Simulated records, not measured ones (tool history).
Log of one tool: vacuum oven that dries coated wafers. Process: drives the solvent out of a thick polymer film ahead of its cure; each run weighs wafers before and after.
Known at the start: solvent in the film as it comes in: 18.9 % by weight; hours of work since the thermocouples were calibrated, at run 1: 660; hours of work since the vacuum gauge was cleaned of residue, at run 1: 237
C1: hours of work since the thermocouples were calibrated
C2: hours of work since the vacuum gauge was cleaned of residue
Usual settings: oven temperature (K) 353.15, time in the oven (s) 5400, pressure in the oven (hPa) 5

Run 1, hour 0: usual settings; C1 660; C2 237. Result: solvent left in the film (%) 1.09.
Run 2, hour 13.1: usual settings but oven temperature (K) 346.15; C1 667; C2 244. Result: solvent left in the film (%) 2.33.
Run 3, hour 20.6: usual settings but pressure in the oven (hPa) 7.67; C1 671; C2 248. Result: solvent left in the film (%) 1.24.
Run 4, hour 32.3: usual settings but pressure in the oven (hPa) 17.27; C1 678; C2 254. Result: solvent left in the film (%) 1.61.
At hour 36: oven's thermocouples calibrated.
Run 5, hour 45.8: usual settings but pressure in the oven (hPa) 17.27; C1 5; C2 261. Result: solvent left in the film (%) 1.63.
Run 6, hour 53.6: usual settings but pressure in the oven (hPa) 17.27; C1 10; C2 265. Result: solvent left in the film (%) 1.64.
Run 7, hour 62.2: usual settings but pressure in the oven (hPa) 17.27; C1 15; C2 270. Result: solvent left in the film (%) 1.61.
Run 8, hour 70.2: usual settings but pressure in the oven (hPa) 17.27; C1 19; C2 274. Result: solvent left in the film (%) 1.67.
Run 9, hour 77.4: usual settings but pressure in the oven (hPa) 17.27; C1 23; C2 278. Result: solvent left in the film (%) 1.65.
Run 10, hour 87.7: usual settings; C1 29; C2 284. Result: solvent left in the film (%) 1.08.
Run 11, hour 100.7: usual settings but time in the oven (s) 4380; C1 36; C2 291. Result: solvent left in the film (%) 1.76.
Run 12, hour 113.6: usual settings but oven temperature (K) 339.15; C1 43; C2 298. Result: solvent left in the film (%) 4.11.
Run 13, hour 129: usual settings but oven temperature (K) 339.15; C1 52; C2 307. Result: solvent left in the film (%) 4.14.
Run 14, hour 142.5: usual settings; C1 59; C2 314. Result: solvent left in the film (%) 1.1.
Run 15, hour 150: usual settings but time in the oven (s) 7800; C1 63; C2 319. Result: solvent left in the film (%) 0.49.
Run 16, hour 162.1: usual settings but pressure in the oven (hPa) 6.24; C1 70; C2 325. Result: solvent left in the film (%) 1.18.
Run 17, hour 174.7: usual settings but time in the oven (s) 4560, pressure in the oven (hPa) 6.24; C1 77; C2 332. Result: solvent left in the film (%) 1.66.
Run 18, hour 183.2: usual settings but pressure in the oven (hPa) 18.72; C1 82; C2 337. Result: solvent left in the film (%) 1.67.
Run 19, hour 196.5: usual settings but time in the oven (s) 6300, pressure in the oven (hPa) 18.72; C1 89; C2 344. Result: solvent left in the film (%) 1.35.
Run 20, hour 210.2: usual settings but time in the oven (s) 6300, pressure in the oven (hPa) 18.72; C1 97; C2 352. Result: solvent left in the film (%) 1.36.
Run 21, hour 219.4: usual settings but time in the oven (s) 6300, pressure in the oven (hPa) 18.72; C1 102; C2 357. Result: solvent left in the film (%) 1.34.
Run 22, hour 233.3: usual settings but time in the oven (s) 6300, pressure in the oven (hPa) 18.72; C1 109; C2 365. Result: solvent left in the film (%) 1.38.
Run 23, hour 241.6: usual settings but time in the oven (s) 6300, pressure in the oven (hPa) 3.03; C1 114; C2 369. Result: solvent left in the film (%) 0.7.
Run 24, hour 251: usual settings but time in the oven (s) 6300, pressure in the oven (hPa) 3.03; C1 119; C2 375. Result: solvent left in the film (%) 0.7.
Run 25, hour 263.9: usual settings but time in the oven (s) 6300, pressure in the oven (hPa) 3.03; C1 126; C2 382. Result: solvent left in the film (%) 0.71.
Run 26, hour 275.5: usual settings but oven temperature (K) 364.15, time in the oven (s) 4560, pressure in the oven (hPa) 3.03; C1 133; C2 388. Result: solvent left in the film (%) 0.35.
Run 27, hour 286.8: usual settings but oven temperature (K) 364.15, time in the oven (s) 4560, pressure in the oven (hPa) 3.03; C1 139; C2 394. Result: solvent left in the film (%) 0.34.
Run 28, hour 300.7: usual settings but oven temperature (K) 342.15, time in the oven (s) 4320, pressure in the oven (hPa) 4.64; C1 147; C2 402. Result: solvent left in the film (%) 4.41.
Run 29, hour 310.8: usual settings but time in the oven (s) 8760, pressure in the oven (hPa) 18.4; C1 152; C2 408. Result: solvent left in the film (%) 0.97.
Run 30, hour 322.7: usual settings but oven temperature (K) 344.15, time in the oven (s) 5940, pressure in the oven (hPa) 15.35; C1 159; C2 414. Result: solvent left in the film (%) 2.95.
Run 31, hour 337.2: usual settings but time in the oven (s) 4140, pressure in the oven (hPa) 19.9; C1 167; C2 422. Result: solvent left in the film (%) 2.54.
Run 32, hour 346.3: usual settings but oven temperature (K) 363.15, time in the oven (s) 4200; C1 172; C2 427. Result: solvent left in the film (%) 0.62.
Run 33, hour 353.2: usual settings but oven temperature (K) 363.15, time in the oven (s) 5460, pressure in the oven (hPa) 12.66; C1 176; C2 431. Result: solvent left in the film (%) 0.55.
Run 34, hour 362.4: usual settings but oven temperature (K) 363.15, time in the oven (s) 5460, pressure in the oven (hPa) 2.84; C1 181; C2 436. Result: solvent left in the film (%) 0.24.
Run 35, hour 372.5: usual settings but oven temperature (K) 345.15, time in the oven (s) 3000, pressure in the oven (hPa) 19.68; C1 187; C2 442. Result: solvent left in the film (%) 6.21.
Run 36, hour 386.3: usual settings but oven temperature (K) 364.15, time in the oven (s) 3900, pressure in the oven (hPa) 8.8; C1 194; C2 450. Result: solvent left in the film (%) 0.77.
Run 37, hour 400.8: usual settings but pressure in the oven (hPa) 16.02; C1 202; C2 458. Result: solvent left in the film (%) 1.56.
Run 38, hour 409.1: usual settings but oven temperature (K) 351.15, time in the oven (s) 5880; C1 207; C2 462. Result: solvent left in the film (%) 1.19.
Run 39, hour 423.5: usual settings but oven temperature (K) 351.15, time in the oven (s) 5880; C1 215; C2 470. Result: solvent left in the film (%) 1.18.
Run 40, hour 431.3: usual settings but oven temperature (K) 351.15, time in the oven (s) 5880; C1 219; C2 475. Result: solvent left in the film (%) 1.17.
Run 41, hour 440.7: usual settings but oven temperature (K) 361.15, time in the oven (s) 6660, pressure in the oven (hPa) 4.43; C1 224; C2 480. Result: solvent left in the film (%) 0.24.
Run 42, hour 450.1: usual settings but oven temperature (K) 366.15, time in the oven (s) 5340; C1 230; C2 485. Result: solvent left in the film (%) 0.2.
Run 43, hour 462.6: usual settings but oven temperature (K) 366.15, time in the oven (s) 3180, pressure in the oven (hPa) 3.29; C1 237; C2 492. Result: solvent left in the film (%) 0.8.
Run 44, hour 473.8: usual settings but oven temperature (K) 366.15, time in the oven (s) 3180, pressure in the oven (hPa) 3.29; C1 243; C2 498. Result: solvent left in the film (%) 0.79.
Run 45, hour 482: usual settings but oven temperature (K) 341.15, time in the oven (s) 3780, pressure in the oven (hPa) 3.49; C1 247; C2 503. Result: solvent left in the film (%) 5.38.
Run 46, hour 496.1: usual settings but pressure in the oven (hPa) 3.6; C1 255; C2 510. Result: solvent left in the film (%) 1.02.

3 ways to go on from here, each from the tool as it stands after run 46. What would each give?
Run A, hour 508.8: usual settings but oven temperature (K) 346.15, pressure in the oven (hPa) 3.6; C1 262; C2 518. Result: solvent left in the film (%) ?.
Run B, hour 508.8: usual settings but oven temperature (K) 358.15, time in the oven (s) 9420, pressure in the oven (hPa) 2.72; C1 262; C2 518. Result: solvent left in the film (%) ?.
Run C, hour 508.8: usual settings but oven temperature (K) 349.15, time in the oven (s) 5880, pressure in the oven (hPa) 3.6; C1 262; C2 518. Result: solvent left in the film (%) ?.

run  solvent left in the film (%)
  A                          2.27
  B                           0.1
  C                          1.37
Without the tool's hidden state the same runs would have given:
run  solvent left in the film (%)
  A                          2.26
  B                           0.1
  C                          1.36
